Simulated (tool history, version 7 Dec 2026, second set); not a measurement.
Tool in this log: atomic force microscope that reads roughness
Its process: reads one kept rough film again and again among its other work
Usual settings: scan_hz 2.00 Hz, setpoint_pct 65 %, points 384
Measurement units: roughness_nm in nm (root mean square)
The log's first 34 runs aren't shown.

run	day	scan_hz	setpoint_pct	points	pictures with this tip	hours of work since the height scale was calibrated	roughness_nm
# day 26.300: new tip fitted
35	26.483	2.53	65	774	7	610	1.460
36	27.217	0.85	68	302	37	621	1.546
37	27.717	0.79	68	274	58	629	1.536
38	28.250	2.00	61	384	80	637	1.513
39	29.333	1.10	66	384	125	653	1.526
40	30.446	2.22	66	378	171	670	1.459
41	31.196	2.00	59	312	202	682	1.519
# day 31.496: new tip fitted
42	31.950	2.00	59	383	19	693	1.523
43	33.000	2.00	59	383	62	709	1.524
44	33.467	2.00	84	294	82	716	1.301
45	34.346	2.68	84	418	118	729	1.227
46	34.842	2.22	69	461	139	737	1.438
47	35.542	2.22	69	395	167	747	1.431
48	36.325	1.26	88	722	200	759	1.374
# day 36.729: new tip fitted
49	37.054	1.26	88	722	13	770	1.370
50	37.717	1.26	88	722	40	780	1.371
51	38.425	3.17	56	829	70	791	1.495
52	39.200	1.64	68	591	102	802	1.494
53	40.271	1.05	69	464	146	819	1.521

Each row is a separate what-if for the run after 53, all from the same tool condition, not one after another. Results?
A	41.079	2.00	77	293	179	831	?
B	41.079	2.00	70	384	179	831	?
C	41.079	0.64	74	298	179	831	?
D	41.079	1.92	69	883	179	831	?

run	roughness_nm
A	1.376
B	1.441
C	1.534
D	1.465
With no hidden state in the tool, these same runs would have given:
run	roughness_nm
A	1.377
B	1.443
C	1.536
D	1.466
